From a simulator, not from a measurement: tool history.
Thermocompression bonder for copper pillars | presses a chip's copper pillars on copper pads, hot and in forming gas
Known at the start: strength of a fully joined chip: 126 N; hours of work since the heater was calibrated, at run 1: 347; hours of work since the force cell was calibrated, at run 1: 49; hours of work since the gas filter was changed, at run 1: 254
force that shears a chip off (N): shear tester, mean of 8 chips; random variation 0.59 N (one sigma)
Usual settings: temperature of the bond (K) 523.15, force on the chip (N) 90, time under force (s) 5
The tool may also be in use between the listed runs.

run,hour,temperature of the bond (K),force on the chip (N),time under force (s),hours of work since the heater was calibrated,hours of work since the force cell was calibrated,hours of work since the gas filter was changed,force that shears a chip off (N)
1,0,523.15,90,5,347,49,254,73.6
2,40.7,523.15,90,5,372,74,279,73.8
3,75,523.15,90,5,392,94,300,73.4
# hour 88.3: forming gas filter changed
4,105.3,523.15,90,5,410,112,10,79.7
5,130.9,523.15,90,5,426,128,26,80.9
6,159.2,523.15,90,5,443,145,43,80.1
7,188,523.15,90,5,460,162,60,81.2
8,216.1,527.15,90,5,477,179,77,83.2
9,240.5,527.15,90,5,492,194,92,84.1
10,281.4,527.15,90,5,517,219,117,83.7
11,313,527.15,90,5,536,238,136,83.5
# hour 325.2: heater calibrated with a thermocouple chip
12,347.5,527.15,90,5,13,257,155,75.2
13,386.2,527.15,90,5,37,281,179,74.6
14,419.6,536.15,116,3,57,301,199,82.4
15,452.4,536.15,116,3,77,321,219,80.9
16,476.5,536.15,116,3,91,335,233,82.1
17,499.5,523.15,90,4,105,349,247,65.8
18,533.2,531.15,90,8,126,370,268,87.1
19,570.4,523.15,115,6,148,392,290,85
20,591.3,523.15,115,6,161,405,303,83.3
# hour 601.4: forming gas filter changed
21,613.3,502.15,72,4,174,418,7,43.7
22,631.3,498.15,90,10,185,429,18,67
23,671.4,540.15,130,3,209,453,42,95.2
24,694.4,540.15,130,3,223,467,56,95.6
25,723,540.15,130,3,240,484,73,95.4

3 ways to go on from here, each from the tool as it stands after run 25. What would each give?
A,746,518.15,122,11,254,498,87,?
B,746,523.15,100,4,254,498,87,?
C,746,523.15,63,5,254,498,87,?

run,force that shears a chip off (N)
A,100.9
B,74.2
C,60
Without the tool's hidden state the same runs would have given:
run,force that shears a chip off (N)
A,102.6
B,75
C,60.5
